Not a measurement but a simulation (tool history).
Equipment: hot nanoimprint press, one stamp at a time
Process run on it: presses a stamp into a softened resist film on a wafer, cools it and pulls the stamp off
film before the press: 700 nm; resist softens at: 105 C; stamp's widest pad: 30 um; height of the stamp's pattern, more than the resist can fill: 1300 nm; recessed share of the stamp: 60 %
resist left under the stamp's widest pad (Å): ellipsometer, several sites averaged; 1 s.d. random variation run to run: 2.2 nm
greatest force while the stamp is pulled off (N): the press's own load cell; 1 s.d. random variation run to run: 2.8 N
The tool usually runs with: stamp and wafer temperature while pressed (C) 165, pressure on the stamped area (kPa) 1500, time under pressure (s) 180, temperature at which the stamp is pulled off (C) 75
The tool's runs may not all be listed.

| run | hour | stamp and wafer temperature while pressed (C) | pressure on the stamped area (kPa) | time under pressure (s) | temperature at which the stamp is pulled off (C) | resist left under the stamp's widest pad (Å) | greatest force while the stamp is pulled off (N) |
|---|---|---|---|---|---|---|---|
| 1 | 0 | 165 | 1500 | 180 | 75 | 3813 | 192 |
| 2 | 5.2 | 165 | 1500 | 180 | 75 | 3738 | 187 |
| 3 | 14.8 | 165 | 1500 | 180 | 75 | 3811 | 204 |
| 4 | 19.5 | 165 | 1500 | 180 | 75 | 3842 | 198 |
| 5 | 25.5 | 170 | 1500 | 180 | 75 | 2802 | 198 |
| 6 | 32.6 | 170 | 1160 | 180 | 75 | 3124 | 192 |
| 7 | 40.3 | 170 | 1160 | 180 | 75 | 3155 | 194 |
| 8 | 47.4 | 170 | 1160 | 180 | 75 | 3197 | 200 |
| 9 | 57.1 | 165 | 1500 | 180 | 75 | 3821 | 200 |
| 10 | 65.6 | 165 | 1500 | 180 | 75 | 3861 | 202 |
| 11 | 75.4 | 165 | 1500 | 180 | 75 | 3838 | 199 |
| 12 | 84.1 | 165 | 1500 | 180 | 61 | 3849 | 276 |
| 13 | 91.6 | 165 | 1500 | 180 | 75 | 3897 | 206 |
| 14 | 99.2 | 165 | 1500 | 180 | 75 | 3875 | 213 |
| 15 | 104.1 | 165 | 1500 | 180 | 75 | 3884 | 212 |
| 16 | 112.4 | 165 | 1500 | 180 | 75 | 3862 | 219 |
| 17 | 121.6 | 165 | 2030 | 210 | 71 | 3235 | 234 |
| 18 | 133.7 | 167 | 2030 | 210 | 71 | 2848 | 148 |
| 19 | 137.9 | 176 | 1970 | 197 | 71 | 1639 | 160 |
| 20 | 147.7 | 156 | 1970 | 197 | 72 | 5481 | 150 |
| 21 | 155.9 | 156 | 1970 | 197 | 72 | 5486 | 148 |
| 22 | 160.1 | 156 | 1970 | 197 | 72 | 5567 | 151 |
| 23 | 166.5 | 164 | 1500 | 180 | 75 | 4143 | 144 |
| 24 | 174.2 | 161 | 1500 | 180 | 72 | 4807 | 148 |
| 25 | 180.8 | 161 | 1300 | 180 | 71 | 5050 | 161 |
| 26 | 184.9 | 165 | 1500 | 268 | 75 | 3449 | 147 |
| 27 | 194.1 | 174 | 1490 | 180 | 75 | 2285 | 143 |
| 28 | 199.1 | 165 | 1110 | 180 | 60 | 4376 | 207 |
| 29 | 205.8 | 175 | 1550 | 253 | 62 | 1788 | 203 |
| 30 | 215.5 | 174 | 2070 | 180 | 75 | 1962 | 150 |

Not shown here: 1 entry made in the log between runs. Locate each between two listed runs and compare the hidden state at the listed run before it with the hidden state at the listed run after it:
Between runs 17 and 18: stamp cleaned and given a new release coat (hour 132.7)
  true temperature over the reading, C: -1.23 -> -1.24; pressure that arrives at the usual setting, %: 98.85 -> 98.81; grip of the stamp's worn release coat, % over a new coat's: 55.8 -> 0.1
  what was measured, less what the result would be without the hidden state, resist left under the stamp's widest pad (Å): +272 -> +246; greatest force while the stamp is pulled off (N): +87 -> +5

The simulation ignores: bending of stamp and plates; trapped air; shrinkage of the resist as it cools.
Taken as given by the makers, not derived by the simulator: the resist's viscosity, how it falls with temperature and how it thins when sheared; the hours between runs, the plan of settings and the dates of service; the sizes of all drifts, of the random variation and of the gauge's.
